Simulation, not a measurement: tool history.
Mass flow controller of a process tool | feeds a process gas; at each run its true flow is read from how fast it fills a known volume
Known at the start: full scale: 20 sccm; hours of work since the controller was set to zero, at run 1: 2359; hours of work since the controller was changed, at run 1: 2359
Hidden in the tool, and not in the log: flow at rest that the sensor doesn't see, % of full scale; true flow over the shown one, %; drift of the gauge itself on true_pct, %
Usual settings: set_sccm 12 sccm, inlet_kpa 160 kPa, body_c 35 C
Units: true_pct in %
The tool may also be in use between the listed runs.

run      day  set_sccm  inlet_kpa  body_c  hours of work since the controller was set to zero  hours of work since the controller was changed  true_pct
  1        0        12        160      35                                                2359                                            2359    100.94
  2    4.067        12        160      35                                                2422                                            2422    101.05
  3    8.467        12        160      35                                                2490                                            2490    101.11
  4   14.721        12        160      26                                                2587                                            2587     101.7
  5   19.175        12        160      26                                                2656                                            2656    101.69
  6   24.638        12        160      21                                                2741                                            2741     101.9
  7    28.95        12        160      21                                                2808                                            2808    102.03
  8   36.288        12        160      21                                                2922                                            2922    102.06
  9   42.054        12        160      23                                                3011                                            3011    102.06
 10   45.358        12        160      23                                                3062                                            3062    102.14
 11   48.433        12        160      23                                                3110                                            3110    102.24
 12   52.733        12        160      23                                                3177                                            3177     102.2
 13   55.854        12        160      39                                                3225                                            3225    101.48
 14   62.488        12        160      28                                                3328                                            3328    102.15
 15   69.175        12        160      35                                                3432                                            3432    101.92
 16   75.221        12        160      35                                                3526                                            3526    101.83
 17   82.421        12        160      27                                                3637                                            3637    102.25
 18   89.788        12        160      30                                                3751                                            3751    102.36
 19   97.079        12        160      30                                                3865                                            3865     102.5
 20  103.017        12        160      30                                                3957                                            3957    102.48
 21  109.038        12        160      30                                                4050                                            4050     102.7
 22  115.992        12        160      30                                                4158                                            4158    102.79
 23  121.838        12        178      29                                                4249                                            4249    103.05
 24  128.654        12        178      29                                                4354                                            4354    103.04
 25  135.388         6        175      30                                                4459                                            4459    104.64
 26  140.225        12        160      23                                                4534                                            4534    103.57
 27  145.467        12        160      23                                                4615                                            4615    103.65
 28  151.667         9        224      35                                                4711                                            4711    103.87
 29  155.112         3        224      29                                                4765                                            4765    109.13
 30  158.117        14        141      35                                                4811                                            4811    102.66
 31  165.546        14        142      35                                                4927                                            4927    102.76
     168.208  -- controller's zero set anew
 32  169.821        14        142      35                                                  25                                            4993    101.18
 33  174.475        14        142      35                                                  97                                            5065    101.32
 34   179.25        17        182      33                                                 171                                            5139    101.75
 35  183.229         3        197      31                                                 233                                            5201    101.93
 36  190.588         3        197      31                                                 347                                            5315    101.98
 37  194.742        12        253      21                                                 412                                            5379    102.74
 38  198.171        12        263      27                                                 465                                            5432    102.74
 39  202.829        12        160      21                                                 537                                            5505    102.36
 40   209.65         5        250      32                                                 643                                            5610    102.55
 41   214.65         7        160      28                                                 720                                            5688    102.22
 42  219.688        16        160      20                                                 799                                            5766    102.84

The same runs without the tool's hidden state, with the same run-to-run variation:
run  true_pct
  1     98.85
  2     98.91
  3      98.9
  4      99.4
  5     99.34
  6     99.48
  7     99.54
  8     99.47
  9     99.39
 10     99.43
 11     99.49
 12     99.38
 13     98.62
 14      99.2
 15     98.89
 16     98.71
 17     99.04
 18     99.04
 19     99.07
 20     98.98
 21     99.11
 22     99.11
 23     99.29
 24     99.19
 25     98.85
 26     99.56
 27     99.58
 28     99.06
 29     99.01
 30      98.7
 31      98.7
 32     98.79
 33     98.87
 34     99.26
 35     98.93
 36     98.74
 37    100.01
 38     99.95
 39     99.52
 40     99.18
 41     98.96
 42     99.85

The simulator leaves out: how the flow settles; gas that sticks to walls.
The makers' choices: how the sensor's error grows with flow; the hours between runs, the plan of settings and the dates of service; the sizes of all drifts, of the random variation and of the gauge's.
